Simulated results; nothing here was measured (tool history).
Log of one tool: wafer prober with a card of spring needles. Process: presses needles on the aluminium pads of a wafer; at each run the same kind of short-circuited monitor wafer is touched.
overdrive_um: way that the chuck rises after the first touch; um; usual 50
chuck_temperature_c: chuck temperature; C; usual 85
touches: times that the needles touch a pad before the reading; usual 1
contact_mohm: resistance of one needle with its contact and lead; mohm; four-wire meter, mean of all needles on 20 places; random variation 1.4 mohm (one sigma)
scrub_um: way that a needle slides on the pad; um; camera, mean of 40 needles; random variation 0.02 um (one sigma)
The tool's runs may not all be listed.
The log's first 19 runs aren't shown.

run	hour	overdrive_um	chuck_temperature_c	touches	contact_mohm	scrub_um
# hour 1412.4: tips cleaned on abrasive film
# hour 1474.4: tips cleaned on abrasive film
20	1506	60	108	1	186	7.79
# hour 1531.7: tips cleaned on abrasive film
# hour 1532: height of the first contact set anew
21	1563.2	41	26	1	230	5.46
# hour 1589.2: tips cleaned on abrasive film
22	1637.8	44	26	2	190	5.87
# hour 1651.3: tips cleaned on abrasive film
# hour 1705.2: tips cleaned on abrasive film
23	1723.9	31	55	1	276	4.05
# hour 1763.6: tips cleaned on abrasive film
24	1770.1	31	55	1	209	4.05
# hour 1822.1: tips cleaned on abrasive film
25	1840.7	31	55	1	267	4.05
# hour 1880.2: tips cleaned on abrasive film
26	1904.5	41	38	2	182	5.37
# hour 1934.8: tips cleaned on abrasive film
# hour 1994.5: tips cleaned on abrasive film
27	1998.7	41	38	2	149	5.36
# hour 2052: tips cleaned on abrasive film
28	2087.9	66	124	1	179	8.71
# hour 2106.3: tips cleaned on abrasive film
29	2157.9	66	124	1	186	8.65
# hour 2163.5: tips cleaned on abrasive film
30	2216.7	69	44	1	178	9.01
# hour 2223.6: tips cleaned on abrasive film
# hour 2281.2: tips cleaned on abrasive film
31	2313	52	51	2	174	6.73
# hour 2335.8: tips cleaned on abrasive film
# hour 2336.1: height of the first contact set anew
32	2375.4	52	51	2	175	6.91

3 ways to go on from here, each from the tool as it stands after run 32. What would each give?
# hour 2395.3: tips cleaned on abrasive film
A	2421.1	54	51	2	?	?
# hour 2395.3: tips cleaned on abrasive film
B	2421.1	49	97	1	?	?
# hour 2395.3: tips cleaned on abrasive film
C	2421.1	52	30	2	?	?

run	contact_mohm	scrub_um
A	166	7.19
B	208	6.52
C	167	6.92
Without the tool's hidden state the same runs would have given:
run	contact_mohm	scrub_um
A	125	7.21
B	134	6.53
C	122	6.94
